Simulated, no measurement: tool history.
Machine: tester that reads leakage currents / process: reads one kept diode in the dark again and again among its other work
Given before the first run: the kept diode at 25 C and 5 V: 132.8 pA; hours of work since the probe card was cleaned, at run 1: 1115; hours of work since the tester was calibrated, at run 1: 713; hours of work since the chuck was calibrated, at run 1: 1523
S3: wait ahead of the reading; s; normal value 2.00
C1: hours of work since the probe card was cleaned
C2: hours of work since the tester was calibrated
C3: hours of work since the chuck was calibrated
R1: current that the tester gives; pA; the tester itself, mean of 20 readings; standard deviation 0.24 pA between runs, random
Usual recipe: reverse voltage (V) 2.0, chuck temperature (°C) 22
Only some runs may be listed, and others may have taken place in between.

{"run": 1, "hour": 0.0, "reverse voltage (V)": 2.0, "chuck temperature (°C)": 22, "S3": 2.0, "C1": 1115, "C2": 713, "C3": 1523, "R1": 76.58}
{"run": 2, "hour": 32.9, "reverse voltage (V)": 2.0, "chuck temperature (°C)": 22, "S3": 2.0, "C1": 1135, "C2": 733, "C3": 1543, "R1": 76.5}
{"run": 3, "hour": 76.8, "reverse voltage (V)": 2.0, "chuck temperature (°C)": 22, "S3": 2.0, "C1": 1161, "C2": 760, "C3": 1570, "R1": 76.92}
{"run": 4, "hour": 142.7, "reverse voltage (V)": 2.0, "chuck temperature (°C)": 22, "S3": 2.0, "C1": 1201, "C2": 800, "C3": 1610, "R1": 76.73}
{"run": 5, "hour": 211.0, "reverse voltage (V)": 2.0, "chuck temperature (°C)": 22, "S3": 2.0, "C1": 1243, "C2": 842, "C3": 1652, "R1": 76.52}
{"run": 6, "hour": 252.5, "reverse voltage (V)": 2.0, "chuck temperature (°C)": 22, "S3": 2.0, "C1": 1268, "C2": 867, "C3": 1677, "R1": 76.29}
{"run": 7, "hour": 291.8, "reverse voltage (V)": 2.0, "chuck temperature (°C)": 22, "S3": 2.0, "C1": 1292, "C2": 891, "C3": 1701, "R1": 76.63}
{"hour": 306.9, "done": "chuck's temperature calibrated"}
{"run": 8, "hour": 335.5, "reverse voltage (V)": 2.0, "chuck temperature (°C)": 22, "S3": 2.0, "C1": 1317, "C2": 916, "C3": 17, "R1": 80.82}
{"run": 9, "hour": 376.8, "reverse voltage (V)": 2.0, "chuck temperature (°C)": 22, "S3": 2.0, "C1": 1343, "C2": 941, "C3": 43, "R1": 81.22}
{"run": 10, "hour": 414.6, "reverse voltage (V)": 2.0, "chuck temperature (°C)": 22, "S3": 2.0, "C1": 1366, "C2": 964, "C3": 65, "R1": 81.45}
{"hour": 448.2, "done": "probe card cleaned and baked"}
{"run": 11, "hour": 462.1, "reverse voltage (V)": 2.0, "chuck temperature (°C)": 22, "S3": 2.0, "C1": 8, "C2": 991, "C3": 93, "R1": 76.13}
{"run": 12, "hour": 498.0, "reverse voltage (V)": 2.0, "chuck temperature (°C)": 22, "S3": 2.0, "C1": 30, "C2": 1013, "C3": 114, "R1": 76.26}
{"run": 13, "hour": 535.7, "reverse voltage (V)": 2.0, "chuck temperature (°C)": 47, "S3": 0.45, "C1": 53, "C2": 1036, "C3": 137, "R1": 417.56}
{"run": 14, "hour": 582.6, "reverse voltage (V)": 2.0, "chuck temperature (°C)": 47, "S3": 0.45, "C1": 82, "C2": 1065, "C3": 166, "R1": 416.77}
{"run": 15, "hour": 647.1, "reverse voltage (V)": 5.9, "chuck temperature (°C)": 36, "S3": 2.0, "C1": 121, "C2": 1104, "C3": 205, "R1": 301.46}

What will run 16 give?
{"run": 16, "hour": 716.2, "reverse voltage (V)": 5.9, "chuck temperature (°C)": 36, "S3": 2.0, "C1": 163, "C2": 1146, "C3": 247, "R1": "?"}

{"run 16": {"R1": 302.99}}
Minus the tool's unlogged condition, the same run would have read R1 304.12 pA.
